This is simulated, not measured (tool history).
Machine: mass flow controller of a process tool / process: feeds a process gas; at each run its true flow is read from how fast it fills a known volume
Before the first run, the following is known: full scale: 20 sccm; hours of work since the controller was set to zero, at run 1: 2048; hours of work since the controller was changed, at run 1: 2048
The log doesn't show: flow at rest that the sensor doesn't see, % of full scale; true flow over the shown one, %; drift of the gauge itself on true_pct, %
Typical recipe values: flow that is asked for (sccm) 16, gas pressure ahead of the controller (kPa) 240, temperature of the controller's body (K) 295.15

| run | hour | flow that is asked for (sccm) | gas pressure ahead of the controller (kPa) | temperature of the controller's body (K) | hours of work since the controller was set to zero | hours of work since the controller was changed | true flow (%) |
|---|---|---|---|---|---|---|---|
| 1 | 0 | 16 | 240 | 295.15 | 2048 | 2048 | 97.99 |
| 2 | 550.1 | 2 | 240 | 295.15 | 2373 | 2373 | 91.43 |
| 3 | 780 | 2 | 240 | 295.15 | 2509 | 2509 | 90.96 |
| 4 | 1280.8 | 16 | 240 | 295.15 | 2805 | 2805 | 97.31 |
| 5 | 1589.9 | 16 | 240 | 295.15 | 2987 | 2987 | 97.28 |
| 6 | 1955.6 | 16 | 272 | 295.15 | 3203 | 3203 | 96.91 |
| 7 | 2353.3 | 16 | 240 | 295.15 | 3438 | 3438 | 96.85 |
| 8 | 2742.3 | 16 | 202 | 295.15 | 3668 | 3668 | 96.91 |
| 9 | 3020.2 | 16 | 202 | 295.15 | 3832 | 3832 | 96.78 |
| 10 | 3309.3 | 5 | 240 | 295.15 | 4002 | 4002 | 92.88 |
| 11 | 3828.4 | 5 | 240 | 295.15 | 4309 | 4309 | 92.46 |
|  | 3866.7 | controller's zero set anew |
| 12 | 4349.4 | 12 | 240 | 295.15 | 285 | 4616 | 94.22 |
| 13 | 4588.9 | 3 | 240 | 307.15 | 426 | 4758 | 84.79 |
| 14 | 4903.1 | 3 | 240 | 307.15 | 612 | 4943 | 84.47 |
|  | 5294.7 | controller's zero set anew, once more |
| 15 | 5294.7 | 3 | 240 | 313.15 | 0 | 5174 | 97.18 |
| 16 | 5537 | 3 | 240 | 313.15 | 143 | 5317 | 96.8 |
| 17 | 5783.6 | 3 | 240 | 313.15 | 289 | 5463 | 96.55 |
| 18 | 6051.4 | 2 | 240 | 313.15 | 447 | 5621 | 95.69 |
| 19 | 6324.9 | 2 | 240 | 313.15 | 608 | 5783 | 95.17 |
| 20 | 6623.1 | 9 | 196 | 294.15 | 784 | 5959 | 95.91 |
| 21 | 6847.4 | 6 | 274 | 304.15 | 917 | 6091 | 95.66 |
| 22 | 7236.9 | 6 | 274 | 304.15 | 1147 | 6321 | 95.36 |

Forecast each of these 4 alternatives for the next run:
| A | 7551.4 | 16 | 252 | 307.15 | 1333 | 6507 | ? |
| B | 7551.4 | 7 | 160 | 306.15 | 1333 | 6507 | ? |
| C | 7551.4 | 12 | 240 | 300.15 | 1333 | 6507 | ? |
| D | 7551.4 | 5 | 274 | 304.15 | 1333 | 6507 | ? |

| run | true flow (%) |
|---|---|
| A | 97.09 |
| B | 96.19 |
| C | 96.17 |
| D | 94.84 |
Stripped of hidden state, with their random variation kept, the same runs would have yielded:
| run | true flow (%) |
|---|---|
| A | 100.08 |
| B | 99.8 |
| C | 99.32 |
| D | 98.89 |

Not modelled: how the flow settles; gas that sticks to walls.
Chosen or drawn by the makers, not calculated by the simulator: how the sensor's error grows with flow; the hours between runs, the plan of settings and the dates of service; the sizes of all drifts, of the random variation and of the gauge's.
